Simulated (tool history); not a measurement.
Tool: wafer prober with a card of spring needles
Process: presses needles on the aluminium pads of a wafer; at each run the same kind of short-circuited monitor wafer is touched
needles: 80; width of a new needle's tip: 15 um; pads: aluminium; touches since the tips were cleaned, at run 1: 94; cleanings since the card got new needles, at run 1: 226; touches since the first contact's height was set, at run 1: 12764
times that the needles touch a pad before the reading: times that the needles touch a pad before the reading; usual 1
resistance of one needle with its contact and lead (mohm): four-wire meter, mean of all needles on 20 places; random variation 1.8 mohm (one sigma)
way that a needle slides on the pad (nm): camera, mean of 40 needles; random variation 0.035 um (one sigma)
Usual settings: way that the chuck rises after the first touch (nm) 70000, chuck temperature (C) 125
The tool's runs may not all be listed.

run    hour  way that the chuck rises after the first touch (nm)  chuck temperature (C)  times that the needles touch a pad before the reading  touches since the tips were cleaned  cleanings since the card got new needles  touches since the first contact's height was set  resistance of one needle with its contact and lead (mohm)  way that a needle slides on the pad (nm)
  1     0.0                                                70000                    125                                                      1                                   94                                       226                                             12764                                                        196                                     16430
        9.6  -- tips cleaned on abrasive film
       21.6  -- tips cleaned on abrasive film
       33.6  -- tips cleaned on abrasive film
       43.2  -- tips cleaned on abrasive film
       55.2  -- tips cleaned on abrasive film
       67.2  -- tips cleaned on abrasive film
       79.2  -- tips cleaned on abrasive film
  2    84.5                                                70000                    125                                                      1                                 2350                                       233                                             49956                                                        225                                     16240
       89.4  -- tips cleaned on abrasive film
      101.4  -- tips cleaned on abrasive film
      111.0  -- tips cleaned on abrasive film
      123.0  -- tips cleaned on abrasive film
  3   132.3                                                70000                    125                                                      1                                 4131                                       237                                             70979                                                        234                                     16100
      134.7  -- tips cleaned on abrasive film
      146.7  -- tips cleaned on abrasive film
      158.7  -- tips cleaned on abrasive film
      170.7  -- tips cleaned on abrasive film
  4   179.9                                                63000                    125                                                      1                                 4069                                       241                                             91941                                                        241                                     14360
      182.4  -- tips cleaned on abrasive film
      182.7  -- height of the first contact set anew
      192.3  -- tips cleaned on abrasive film
      204.3  -- tips cleaned on abrasive film
      213.9  -- tips cleaned on abrasive film
      225.9  -- tips cleaned on abrasive film
      237.9  -- tips cleaned on abrasive film
  5   241.4                                                63000                    125                                                      1                                 1535                                       247                                             25819                                                        217                                     14700
      248.6  -- tips cleaned on abrasive film
      258.2  -- tips cleaned on abrasive film
      267.8  -- tips cleaned on abrasive film
      279.8  -- tips cleaned on abrasive film
      291.8  -- tips cleaned on abrasive film
  6   297.1                                                63000                    110                                                      1                                 2358                                       252                                             50351                                                        228                                     14540
      302.0  -- tips cleaned on abrasive film
      314.0  -- tips cleaned on abrasive film
      326.0  -- tips cleaned on abrasive film
      335.6  -- tips cleaned on abrasive film
      347.6  -- tips cleaned on abrasive film
      359.6  -- tips cleaned on abrasive film
      369.2  -- tips cleaned on abrasive film
  7   373.1                                                63000                    110                                                      1                                 1734                                       259                                             83758                                                        225                                     14420
      380.3  -- tips cleaned on abrasive film
      392.3  -- tips cleaned on abrasive film
      395.0  -- height of the first contact set anew
      404.6  -- tips cleaned on abrasive film
      416.6  -- tips cleaned on abrasive film
      428.6  -- tips cleaned on abrasive film
      438.2  -- tips cleaned on abrasive film
      450.2  -- tips cleaned on abrasive film
  8   451.8                                                63000                    110                                                      1                                  687                                       266                                             24971                                                        212                                     14650
      461.4  -- tips cleaned on abrasive film
      473.4  -- tips cleaned on abrasive film
      483.0  -- tips cleaned on abrasive film
  9   486.7                                                63000                    110                                                      1                                 1652                                       269                                             40348                                                        226                                     14540
      494.0  -- tips cleaned on abrasive film
      506.0  -- tips cleaned on abrasive film
      518.0  -- tips cleaned on abrasive film
      529.9  -- tips cleaned on abrasive film
      541.9  -- tips cleaned on abrasive film
      553.9  -- tips cleaned on abrasive film
      563.6  -- tips cleaned on abrasive film
 10   571.7                                                63000                     26                                                      1                                 3616                                       276                                             77751                                                        228                                     14390
      574.2  -- tips cleaned on abrasive film
      586.2  -- tips cleaned on abrasive film
      595.8  -- tips cleaned on abrasive film
      605.6  -- height of the first contact set anew
      608.1  -- tips cleaned on abrasive film
      620.1  -- tips cleaned on abrasive film
      632.1  -- tips cleaned on abrasive film
 11   640.0                                                63000                     26                                                      1                                 3516                                       282                                             15130                                                        226                                     14710
      642.5  -- tips cleaned on abrasive film
      654.5  -- tips cleaned on abrasive film
      666.5  -- tips cleaned on abrasive film
      676.1  -- tips cleaned on abrasive film
      688.1  -- tips cleaned on abrasive film
 12   695.3                                                62000                     35                                                      1                                 3188                                       287                                             39435                                                        219                                     14360
      697.8  -- tips cleaned on abrasive film
      709.8  -- tips cleaned on abrasive film
      719.4  -- tips cleaned on abrasive film
      729.1  -- tips cleaned on abrasive film
 13   731.7                                                83000                    125                                                      1                                 1178                                       291                                             55433                                                        204                                     19250
      738.9  -- tips cleaned on abrasive film
      750.9  -- tips cleaned on abrasive film
      762.9  -- tips cleaned on abrasive film
 14   770.5                                                83000                    125                                                      1                                 3350                                       294                                             72507                                                        218                                     19190
      773.0  -- tips cleaned on abrasive film
      785.0  -- tips cleaned on abrasive film
      797.0  -- tips cleaned on abrasive film
      808.9  -- tips cleaned on abrasive film
      816.4  -- height of the first contact set anew
      821.2  -- tips cleaned on abrasive film
 15   828.7                                                83000                    125                                                      1                                 3328                                       299                                              5439                                                        217                                     19460
      831.2  -- tips cleaned on abrasive film
      840.8  -- tips cleaned on abrasive film
      852.8  -- tips cleaned on abrasive film
      862.4  -- tips cleaned on abrasive film
      874.4  -- tips cleaned on abrasive film
 16   879.4                                                70000                    125                                                      2                                 2209                                       304                                             27705                                                        214                                     16370
      884.3  -- tips cleaned on abrasive film
      896.3  -- tips cleaned on abrasive film
      905.9  -- tips cleaned on abrasive film
      917.9  -- tips cleaned on abrasive film
      929.9  -- tips cleaned on abrasive film
      941.9  -- tips cleaned on abrasive film
 17   949.3                                                54000                     33                                                      2                                 3312                                       310                                             58469                                                        223                                     12430
      951.8  -- tips cleaned on abrasive film
      961.4  -- tips cleaned on abrasive film
      973.4  -- tips cleaned on abrasive film
      983.0  -- tips cleaned on abrasive film
      994.6  -- tips cleaned on abrasive film
 18   994.6                                                54000                     33                                                      2                                    0                                       315                                             78317                                                        189                                     12210
     1004.2  -- tips cleaned on abrasive film
     1016.2  -- tips cleaned on abrasive film
     1028.2  -- tips cleaned on abrasive film
     1028.5  -- height of the first contact set anew
     1040.5  -- tips cleaned on abrasive film
     1052.4  -- tips cleaned on abrasive film
 19  1053.0                                                51000                     33                                                      1                                  248                                       320                                             10807                                                        198                                     11930
     1062.6  -- tips cleaned on abrasive film
     1072.2  -- tips cleaned on abrasive film
     1084.2  -- tips cleaned on abrasive film
     1096.2  -- tips cleaned on abrasive film
     1108.2  -- tips cleaned on abrasive film
     1120.2  -- tips cleaned on abrasive film
     1132.2  -- tips cleaned on abrasive film
 20  1133.2                                                51000                    117                                                      1                                  434                                       327                                             46086                                                        224                                     11760
     1142.8  -- tips cleaned on abrasive film
     1152.4  -- tips cleaned on abrasive film
     1164.4  -- tips cleaned on abrasive film
     1176.4  -- tips cleaned on abrasive film
 21  1181.8                                                51000                    117                                                      1                                 2389                                       331                                             67482                                                        259                                     11670
     1186.7  -- tips cleaned on abrasive film
     1198.7  -- tips cleaned on abrasive film
     1210.7  -- tips cleaned on abrasive film
     1220.3  -- tips cleaned on abrasive film
     1232.3  -- tips cleaned on abrasive film
     1239.7  -- height of the first contact set anew
     1244.6  -- tips cleaned on abrasive film
     1256.6  -- tips cleaned on abrasive film
     1267.5  -- tips cleaned on abrasive film
 22  1267.5                                                59000                     58                                                      1                                    0                                       339                                             12215                                                        196                                     13770

5 ways to go on from here, each from the tool as it stands after run 22. What would each give?
     1279.5  -- tips cleaned on abrasive film
     1291.5  -- tips cleaned on abrasive film
     1303.5  -- tips cleaned on abrasive film
     1313.1  -- tips cleaned on abrasive film
     1325.1  -- tips cleaned on abrasive film
     1334.7  -- tips cleaned on abrasive film
     1346.7  -- tips cleaned on abrasive film
  A  1353.9                                                58000                    125                                                      1                                 3186                                       346                                             50243                                                          ?                                         ?
     1279.5  -- tips cleaned on abrasive film
     1291.5  -- tips cleaned on abrasive film
     1303.5  -- tips cleaned on abrasive film
     1313.1  -- tips cleaned on abrasive film
     1325.1  -- tips cleaned on abrasive film
     1334.7  -- tips cleaned on abrasive film
     1346.7  -- tips cleaned on abrasive film
  B  1353.9                                                63000                     38                                                      1                                 3186                                       346                                             50243                                                          ?                                         ?
     1279.5  -- tips cleaned on abrasive film
     1291.5  -- tips cleaned on abrasive film
     1303.5  -- tips cleaned on abrasive film
     1313.1  -- tips cleaned on abrasive film
     1325.1  -- tips cleaned on abrasive film
     1334.7  -- tips cleaned on abrasive film
     1346.7  -- tips cleaned on abrasive film
  C  1353.9                                                59000                     42                                                      2                                 3186                                       346                                             50243                                                          ?                                         ?
     1279.5  -- tips cleaned on abrasive film
     1291.5  -- tips cleaned on abrasive film
     1303.5  -- tips cleaned on abrasive film
     1313.1  -- tips cleaned on abrasive film
     1325.1  -- tips cleaned on abrasive film
     1334.7  -- tips cleaned on abrasive film
     1346.7  -- tips cleaned on abrasive film
  D  1353.9                                                81000                     74                                                      1                                 3186                                       346                                             50243                                                          ?                                         ?
     1279.5  -- tips cleaned on abrasive film
     1291.5  -- tips cleaned on abrasive film
     1303.5  -- tips cleaned on abrasive film
     1313.1  -- tips cleaned on abrasive film
     1325.1  -- tips cleaned on abrasive film
     1334.7  -- tips cleaned on abrasive film
     1346.7  -- tips cleaned on abrasive film
  E  1353.9                                                85000                     26                                                      1                                 3186                                       346                                             50243                                                          ?                                         ?

run  resistance of one needle with its contact and lead (mohm)  way that a needle slides on the pad (nm)
  A                                                        255                                     13400
  B                                                        240                                     14570
  C                                                        222                                     13610
  D                                                        217                                     18810
  E                                                        208                                     19750
Without the tool's hidden state the same runs would have given:
run  resistance of one needle with its contact and lead (mohm)  way that a needle slides on the pad (nm)
  A                                                        193                                     13680
  B                                                        179                                     14840
  C                                                        179                                     13890
  D                                                        181                                     19080
  E                                                        173                                     20030

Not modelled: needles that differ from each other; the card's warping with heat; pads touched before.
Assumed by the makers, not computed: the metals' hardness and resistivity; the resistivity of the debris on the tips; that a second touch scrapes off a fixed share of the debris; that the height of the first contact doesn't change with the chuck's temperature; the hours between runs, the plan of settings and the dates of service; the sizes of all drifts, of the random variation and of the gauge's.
